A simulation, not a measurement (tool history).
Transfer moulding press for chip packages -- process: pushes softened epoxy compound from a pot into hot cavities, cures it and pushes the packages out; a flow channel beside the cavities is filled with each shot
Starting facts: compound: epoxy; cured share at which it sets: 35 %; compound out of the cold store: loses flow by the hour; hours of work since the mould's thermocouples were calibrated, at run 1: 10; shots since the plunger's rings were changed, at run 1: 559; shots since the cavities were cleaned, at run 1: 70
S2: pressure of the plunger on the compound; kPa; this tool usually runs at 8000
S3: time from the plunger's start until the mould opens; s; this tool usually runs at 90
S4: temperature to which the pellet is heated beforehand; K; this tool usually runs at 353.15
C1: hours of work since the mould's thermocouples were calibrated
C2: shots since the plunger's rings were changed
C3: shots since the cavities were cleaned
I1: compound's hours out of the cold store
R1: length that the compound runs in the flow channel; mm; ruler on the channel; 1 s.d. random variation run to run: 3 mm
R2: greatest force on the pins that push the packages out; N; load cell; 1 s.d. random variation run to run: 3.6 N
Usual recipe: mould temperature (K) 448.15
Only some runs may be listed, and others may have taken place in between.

Run 1, hour 0: usual settings; C1 10; C2 559; C3 70; I1 28.8. Result: R1 863 mm, R2 221 N.
Run 2, hour 8.2: usual settings; C1 14; C2 631; C3 142; I1 34.7. Result: R1 845 mm, R2 223 N.
Run 3, hour 14.6: usual settings; C1 17; C2 688; C3 199; I1 13.6. Result: R1 926 mm, R2 221 N.
Run 4, hour 24.8: usual settings but mould temperature (K) 441.15; C1 22; C2 780; C3 291; I1 33.6. Result: R1 887 mm, R2 316 N.
Run 5, hour 32.7: usual settings; C1 26; C2 850; C3 361; I1 18.4. Result: R1 905 mm, R2 221 N.
Run 6, hour 37.7: usual settings; C1 29; C2 894; C3 405; I1 46.5. Result: R1 805 mm, R2 219 N.
Run 7, hour 46.1: usual settings; C1 33; C2 968; C3 479; I1 19.6. Result: R1 901 mm, R2 220 N.
At hour 51.1: cavities cleaned with cleaning compound and waxed.
Run 8, hour 53.3: usual settings but S4 359.15 K; C1 36; C2 1019; C3 19; I1 27.3. Result: R1 871 mm, R2 217 N.
Run 9, hour 60.4: usual settings but mould temperature (K) 445.15, S2 6740 kPa, S3 81 s, S4 361.15 K; C1 39; C2 1082; C3 82; I1 28.7. Result: R1 804 mm, R2 305 N.
Run 10, hour 65.6: usual settings but mould temperature (K) 453.15, S2 7450 kPa, S3 126 s, S4 352.15 K; C1 42; C2 1128; C3 128; I1 39.3. Result: R1 788 mm, R2 185 N.
Run 11, hour 73.1: usual settings but S2 9080 kPa, S3 88 s; C1 45; C2 1195; C3 195; I1 45.2. Result: R1 865 mm, R2 221 N.
Run 12, hour 82.2: usual settings but S2 7310 kPa, S3 88 s; C1 50; C2 1276; C3 276; I1 38.2. Result: R1 796 mm, R2 219 N.
Run 13, hour 88.7: usual settings but S2 7310 kPa, S3 88 s; C1 53; C2 1334; C3 334; I1 17.8. Result: R1 865 mm, R2 228 N.
Run 14, hour 93.4: usual settings but S2 7310 kPa, S3 88 s, S4 361.15 K; C1 55; C2 1376; C3 376; I1 20.2. Result: R1 856 mm, R2 229 N.
Run 15, hour 98.6: usual settings but mould temperature (K) 446.15, S2 9910 kPa, S3 91 s, S4 357.15 K; C1 58; C2 1422; C3 422; I1 20.9. Result: R1 1007 mm, R2 236 N.

5 options for the next run, each taken on its own from the tool as it stands now. Forecast them:
Run A, hour 102.9: usual settings but S4 348.15 K; C1 60; C2 1460; C3 460; I1 12.1. Result: R1 ?, R2 ?.
Run B, hour 102.9: usual settings but mould temperature (K) 451.15, S2 9910 kPa, S3 105 s, S4 347.15 K; C1 60; C2 1460; C3 460; I1 28.9. Result: R1 ?, R2 ?.
Run C, hour 102.9: usual settings but mould temperature (K) 442.15, S2 8940 kPa, S3 91 s, S4 344.15 K; C1 60; C2 1460; C3 460; I1 12.9. Result: R1 ?, R2 ?.
Run D, hour 102.9: usual settings but mould temperature (K) 454.15, S2 6310 kPa, S3 71 s; C1 60; C2 1460; C3 460; I1 14.5. Result: R1 ?, R2 ?.
Run E, hour 102.9: usual settings but mould temperature (K) 446.15, S2 9910 kPa, S3 86 s, S4 357.15 K; C1 60; C2 1460; C3 460; I1 16.1. Result: R1 ?, R2 ?.

run    R1   R2
  A   923  234
  B   959  185
  C  1008  309
  D   793  243
  E  1023  269
The same runs, with their run-to-run variation unchanged, on a tool lacking any hidden condition would have given:
run    R1   R2
  A   924  232
  B   960  183
  C  1009  306
  D   793  240
  E  1023  266

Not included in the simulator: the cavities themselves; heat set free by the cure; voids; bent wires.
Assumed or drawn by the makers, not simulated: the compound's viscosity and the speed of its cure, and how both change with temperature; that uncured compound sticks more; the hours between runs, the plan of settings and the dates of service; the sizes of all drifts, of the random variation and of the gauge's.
